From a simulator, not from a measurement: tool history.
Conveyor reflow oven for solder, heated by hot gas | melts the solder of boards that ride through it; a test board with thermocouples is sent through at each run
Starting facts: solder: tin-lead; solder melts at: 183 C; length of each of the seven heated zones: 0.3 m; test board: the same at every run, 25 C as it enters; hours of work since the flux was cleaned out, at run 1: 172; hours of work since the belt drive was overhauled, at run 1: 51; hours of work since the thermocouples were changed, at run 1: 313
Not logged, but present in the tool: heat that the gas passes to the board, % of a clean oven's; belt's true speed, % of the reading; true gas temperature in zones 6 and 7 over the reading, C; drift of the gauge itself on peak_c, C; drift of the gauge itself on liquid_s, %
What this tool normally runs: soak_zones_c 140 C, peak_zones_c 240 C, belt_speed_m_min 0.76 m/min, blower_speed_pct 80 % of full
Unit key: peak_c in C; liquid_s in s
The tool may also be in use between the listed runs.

run	hour	soak_zones_c	peak_zones_c	belt_speed_m_min	blower_speed_pct	hours of work since the flux was cleaned out	hours of work since the belt drive was overhauled	hours of work since the thermocouples were changed	peak_c	liquid_s
1	0	140	240	0.76	80	172	51	313	221.5	37
2	11.5	140	228	0.76	80	179	59	320	210.9	32.1
3	30.4	140	228	0.76	80	192	71	333	210	32
4	47.5	140	228	0.76	80	203	82	344	209.4	32.1
5	56.9	140	240	0.645	80	209	89	350	225.7	46.2
6	66.7	140	240	0.645	68	216	95	357	221.6	44
7	86.2	140	240	0.645	68	229	108	370	222	44.1
8	104.3	140	240	0.645	68	241	120	382	221.5	44.3
9	125.4	140	240	0.76	80	255	134	395	220	36.7
10	147.9	140	240	0.76	80	269	149	410	220.3	36.6
11	168.7	152	240	0.76	80	283	162	424	222.4	40.8
12	177.9	152	240	0.76	80	289	169	430	221.8	40.4
13	192	140	240	0.76	80	299	178	440	219.4	36.5
14	205.5	140	240	0.76	80	308	187	448	218.8	36.8
15	221.2	140	247	0.835	64	318	197	459	214.9	30.4
16	242.2	129	247	0.79	70	332	211	473	216.8	31.4
# hour 257.9: flux residue cleaned out of gas plates and filters
17	265.7	129	240	0.643	70	5	223	485	221.4	42
18	275.2	136	237	0.742	70	11	230	491	215.3	34.8
19	294.4	134	233	0.775	71	24	242	504	211	29.8
20	306.3	134	245	0.775	69	32	250	512	219.7	34.3
21	325.9	145	230	0.643	80	45	263	525	218.2	44.8
22	346.9	145	230	0.624	54	59	277	539	211.1	41.1
# hour 353.3: thermocouples of zones 6 and 7 changed
23	363.6	134	252	0.862	55	69	287	7	213.4	27
24	377.7	140	243	0.76	80	78	296	16	224	38.4
25	389.1	140	236	0.76	54	85	304	24	208.4	29.5
26	410.5	143	233	0.866	80	100	318	38	212.4	28.9
27	431.9	152	253	0.705	86	114	332	52	238.6	49.4

Forecast run 28:
28	451.6	140	246	0.876	86	127	345	65	?	?

For run 28 the tool returned peak_c 223.8 C, liquid_s 32.7 s.
If the tool had no hidden condition, the same run with the same run-to-run variation would have returned peak_c 224.8 C, liquid_s 33 s.

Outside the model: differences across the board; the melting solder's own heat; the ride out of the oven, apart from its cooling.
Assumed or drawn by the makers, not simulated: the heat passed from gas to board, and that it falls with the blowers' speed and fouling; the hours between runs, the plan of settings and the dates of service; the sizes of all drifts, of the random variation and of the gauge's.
